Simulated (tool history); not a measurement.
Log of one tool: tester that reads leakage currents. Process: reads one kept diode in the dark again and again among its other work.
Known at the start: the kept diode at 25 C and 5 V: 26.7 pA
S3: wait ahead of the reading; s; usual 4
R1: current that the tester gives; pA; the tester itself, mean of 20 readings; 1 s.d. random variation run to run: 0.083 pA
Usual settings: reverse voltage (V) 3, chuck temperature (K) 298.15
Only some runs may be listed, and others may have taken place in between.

Run 1, hour 0: usual settings. Result: R1 20.61 pA.
Run 2, hour 39.5: usual settings. Result: R1 20.54 pA.
Run 3, hour 93.5: usual settings. Result: R1 20.67 pA.
Run 4, hour 151: usual settings. Result: R1 20.45 pA.
Run 5, hour 199.6: usual settings. Result: R1 20.51 pA.
Run 6, hour 245.7: usual settings. Result: R1 20.67 pA.
Run 7, hour 306.5: usual settings but chuck temperature (K) 307.15. Result: R1 42.28 pA.
Run 8, hour 362: usual settings but chuck temperature (K) 307.15, S3 0.61 s. Result: R1 43.26 pA.
Run 9, hour 416.8: usual settings but chuck temperature (K) 307.15, S3 0.61 s. Result: R1 43.63 pA.
Run 10, hour 453: usual settings but chuck temperature (K) 296.15. Result: R1 17.66 pA.
At hour 471.2: chuck's temperature calibrated.
Run 11, hour 484.7: usual settings but chuck temperature (K) 301.15. Result: R1 29.92 pA.
Run 12, hour 539: usual settings but chuck temperature (K) 301.15. Result: R1 29.99 pA.
Run 13, hour 575.6: usual settings but chuck temperature (K) 301.15. Result: R1 29.9 pA.
Run 14, hour 606.4: usual settings but chuck temperature (K) 301.15. Result: R1 29.95 pA.
Run 15, hour 636.1: usual settings but chuck temperature (K) 301.15. Result: R1 29.9 pA.
Run 16, hour 681.4: usual settings but reverse voltage (V) 1.23, chuck temperature (K) 319.15, S3 4.9 s. Result: R1 82.77 pA.
Run 17, hour 732.7: usual settings but reverse voltage (V) 19.93, chuck temperature (K) 299.15, S3 4.9 s. Result: R1 62.93 pA.
Run 18, hour 767.4: usual settings but reverse voltage (V) 2.8, chuck temperature (K) 325.15, S3 4.74 s. Result: R1 175.54 pA.
Run 19, hour 829.1: usual settings but reverse voltage (V) 1.09, chuck temperature (K) 326.15, S3 3.38 s. Result: R1 129.73 pA.

Consider 5 possible next runs. They are alternatives, not a sequence: every one starts from the tool as it was left by run 19. What does each give?
Run A, hour 855.7: usual settings but reverse voltage (V) 7.81, chuck temperature (K) 301.15, S3 0.57 s. Result: R1 ?.
Run B, hour 855.7: usual settings but reverse voltage (V) 9.56, chuck temperature (K) 301.15. Result: R1 ?.
Run C, hour 855.7: usual settings but S3 0.38 s. Result: R1 ?.
Run D, hour 855.7: usual settings but reverse voltage (V) 1.09, chuck temperature (K) 326.15, S3 1.16 s. Result: R1 ?.
Run E, hour 855.7: usual settings but reverse voltage (V) 1.09, chuck temperature (K) 315.15, S3 3.38 s. Result: R1 ?.

run      R1
  A   49.44
  B   50.83
  C   25.77
  D  129.56
  E   57.94
Stripped of hidden state, with their random variation kept, the same runs would have yielded:
run      R1
  A   44.91
  B   45.22
  C   24.15
  D  130.76
  E   58.15
